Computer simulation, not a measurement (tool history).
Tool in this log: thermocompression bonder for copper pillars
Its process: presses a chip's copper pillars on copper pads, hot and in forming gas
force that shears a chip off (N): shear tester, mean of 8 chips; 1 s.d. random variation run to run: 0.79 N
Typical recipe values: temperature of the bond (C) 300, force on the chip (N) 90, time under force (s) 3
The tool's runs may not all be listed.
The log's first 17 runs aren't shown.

run,hour,temperature of the bond (C),force on the chip (N),time under force (s),hours of work since the heater was calibrated,hours of work since the force cell was calibrated,hours of work since the gas filter was changed,force that shears a chip off (N)
18,677,275,90,3,1185,943,126,45.2
19,728.3,275,90,3,1220,977,161,46.5
20,751.6,275,76,3,1235,992,176,38.4
21,792.2,309,98,4,1262,1020,203,72.9
22,816.5,309,98,3,1278,1036,219,68.9
23,840.1,318,98,3,1294,1052,235,73.8
24,886.7,318,98,3,1325,1083,266,72.9
25,927.3,274,56,5,1352,1110,293,32.8
26,956.2,292,86,4,1372,1129,313,57.5
27,987.1,292,86,4,1392,1150,333,58.8
28,1010.5,302,90,3,1408,1165,349,61.6
# hour 1028.9: forming gas filter changed
29,1041.5,287,103,2,1428,1186,8,53.5
30,1084.9,300,99,7,1457,1215,37,75.4

Each row is a separate what-if for the run after 30, all from the same tool condition, not one after another. Results?
A,1128.4,300,104,2,1486,1244,66,?
B,1128.4,272,99,7,1486,1244,66,?
C,1128.4,300,111,7,1486,1244,66,?
D,1128.4,285,66,7,1486,1244,66,?
E,1128.4,300,102,7,1486,1244,66,?

run,force that shears a chip off (N)
A,61
B,62.3
C,77.2
D,50.4
E,76.2
Take away the tool's hidden state, keep each run's random variation, and the runs would have read:
run,force that shears a chip off (N)
A,61.2
B,62.6
C,77.3
D,50.7
E,76.4

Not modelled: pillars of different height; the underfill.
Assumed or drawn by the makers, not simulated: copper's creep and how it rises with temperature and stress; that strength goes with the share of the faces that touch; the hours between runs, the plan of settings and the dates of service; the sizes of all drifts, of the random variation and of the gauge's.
